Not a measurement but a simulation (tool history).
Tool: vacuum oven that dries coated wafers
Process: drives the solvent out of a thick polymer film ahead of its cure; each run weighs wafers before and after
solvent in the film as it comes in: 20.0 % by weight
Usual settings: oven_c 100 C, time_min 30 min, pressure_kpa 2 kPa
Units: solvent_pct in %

run   hour  oven_c  time_min  pressure_kpa  solvent_pct
  1      0     100        30             2         1.49
  2   22.2     100        30             2          1.5
  3   58.9     100        30             2         1.59
  4  103.1     100        30             2         1.63
  5  139.2     100        30             2         1.54
  6  164.7     100        30             2         1.57
  7  208.4     100        30             2         1.58
  8  240.1     100        30             2         1.57
  9  282.4     100        30             2         1.58
 10  308.2     100        23             2         2.25
 11  348.3     100        23             2         2.25
 12  370.6     100        23             2         2.17
 13  414.6     100        23             2         2.13
 14  449.6      88        17             2         7.46
 15  478.5     100        19             2         2.78
 16  500.3      91        19             2         5.67
 17  528.4     100        23          1.22         1.73
 18  562.9     100        26          1.22         1.49
 19  600.4     108        20          2.94         1.54
 20  624.8     102        20          4.46         3.28
 21  658.1      91        26          4.39         5.64
     692.5  -- oven's thermocouples calibrated
 22  701.7      95        20             2            4
 23    743      95        20             2         4.06
 24  778.7      86        47             2         3.32
 25  802.6     103        31          5.94         2.96
 26  822.4     111        27          1.05         0.46

3 ways to go on from here, each from the tool as it stands after run 26. What would each give?
  A   861     108        44          2.04            ?
  B   861     100        30          1.66            ?
  C   861     108        30          2.49            ?

run  solvent_pct
  A         0.75
  B         1.35
  C         1.08
Without the tool's hidden state the same runs would have given:
run  solvent_pct
  A         0.74
  B         1.34
  C         1.08

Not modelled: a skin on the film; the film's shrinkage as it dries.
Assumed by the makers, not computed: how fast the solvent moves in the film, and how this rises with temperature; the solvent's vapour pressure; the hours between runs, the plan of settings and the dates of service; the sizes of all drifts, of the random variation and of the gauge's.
